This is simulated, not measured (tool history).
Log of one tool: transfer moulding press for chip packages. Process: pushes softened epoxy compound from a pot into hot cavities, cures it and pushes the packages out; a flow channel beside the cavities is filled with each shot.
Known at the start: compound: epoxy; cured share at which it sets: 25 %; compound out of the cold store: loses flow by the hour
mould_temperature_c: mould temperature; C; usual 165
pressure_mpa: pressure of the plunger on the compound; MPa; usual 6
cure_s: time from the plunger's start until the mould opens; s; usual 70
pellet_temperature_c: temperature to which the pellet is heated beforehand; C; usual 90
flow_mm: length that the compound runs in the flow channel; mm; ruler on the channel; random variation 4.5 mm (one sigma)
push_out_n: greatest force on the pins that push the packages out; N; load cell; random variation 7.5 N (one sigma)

run    hour  mould_temperature_c  pressure_mpa  cure_s  pellet_temperature_c  incoming compound's hours out of the cold store  flow_mm  push_out_n
  1       0                  165             6      70                    90                                             21.7      945         322
       24.7  -- cavities cleaned with cleaning compound and waxed
  2      54                  165             6      70                    90                                               46      790         308
       65.8  -- cavities cleaned with cleaning compound and waxed
  3    82.3                  165             6      70                    90                                             32.9      858         334
       94.1  -- plunger's sealing rings changed
      109.1  -- cavities cleaned with cleaning compound and waxed
  4   142.2                  165             6      70                    90                                               33      863         311
      147.5  -- cavities cleaned with cleaning compound and waxed
      185.6  -- cavities cleaned with cleaning compound and waxed
  5   185.6                  165             6      70                    90                                             25.1      912         333
  6   209.1                  165             6      70                    90                                             29.6      880         325
      226.3  -- cavities cleaned with cleaning compound and waxed
  7   259.2                  165             6      65                    90                                             21.7      931         361
      264.2  -- cavities cleaned with cleaning compound and waxed
  8   283.6                  165             6      70                    90                                              9.1     1029         336
      303.9  -- cavities cleaned with cleaning compound and waxed
      324.3  -- plunger's sealing rings changed
  9   339.5                  165             6      70                    90                                             47.1      785         321
      346.1  -- cavities cleaned with cleaning compound and waxed
 10   381.1                  157             6      70                    90                                               31      898         486
      386.2  -- cavities cleaned with cleaning compound and waxed
 11   414.9                  165             6      94                    90                                             13.1     1001         290
      426.7  -- cavities cleaned with cleaning compound and waxed
 12   440.5                  165             6      94                    90                                             17.7      973         294
      464.9  -- cavities cleaned with cleaning compound and waxed
 13   481.8                  165             6      94                    90                                             33.4      863         290
      504.3  -- cavities cleaned with cleaning compound and waxed
 14   523.7                  165             6      94                    90                                             31.4      881         291
      543.4  -- cavities cleaned with cleaning compound and waxed
      553.9  -- plunger's sealing rings changed
 15   553.9                  167          4.94      65                    81                                             29.6      811         336
      585.9  -- cavities cleaned with cleaning compound and waxed
 16   601.4                  167          5.75      65                    89                                             42.6      790         319
      625.4  -- cavities cleaned with cleaning compound and waxed
 17     652                  164          5.75      65                    82                                             17.5      957         388
      666.1  -- cavities cleaned with cleaning compound and waxed
 18   696.9                  164           5.1      65                    84                                             12.7      937         388
        708  -- cavities cleaned with cleaning compound and waxed
 19   728.8                  164           5.1      65                    84                                             22.2      875         385
      748.1  -- cavities cleaned with cleaning compound and waxed
      782.2  -- plunger's sealing rings changed
      789.4  -- cavities cleaned with cleaning compound and waxed
 20   789.5                  165             6      98                    93                                             39.7      829         284
      828.1  -- cavities cleaned with cleaning compound and waxed
 21   843.2                  170             6      98                    91                                               16      961         285
      867.4  -- cavities cleaned with cleaning compound and waxed
 22   870.1                  157           4.9      76                    90                                             35.6      795         402
 23   895.8                  165          4.87      59                    90                                              8.4      931         439
      906.7  -- cavities cleaned with cleaning compound and waxed
 24   929.7                  165          6.51     107                    84                                             33.4      903         269
        946  -- cavities cleaned with cleaning compound and waxed
 25   978.3                  158          5.47     104                    81                                             37.6      820         295
      984.9  -- cavities cleaned with cleaning compound and waxed
     1013.5  -- plunger's sealing rings changed
     1026.3  -- cavities cleaned with cleaning compound and waxed
 26  1030.4                  165          7.06      66                    90                                             43.8      872         324

3 ways to go on from here, each from the tool as it stands after run 26. What would each give?
     1065.6  -- cavities cleaned with cleaning compound and waxed
  A  1065.6                  159             6      70                    90                                             26.7        ?           ?
     1065.6  -- cavities cleaned with cleaning compound and waxed
  B  1065.6                  159          6.76      66                    99                                             16.7        ?           ?
     1065.6  -- cavities cleaned with cleaning compound and waxed
  C  1065.6                  165          6.18      66                    90                                             23.5        ?           ?

run  flow_mm  push_out_n
  A      927         423
  B     1058         474
  C      937         342
Without the tool's hidden state the same runs would have given:
run  flow_mm  push_out_n
  A      927         422
  B     1058         473
  C      937         342
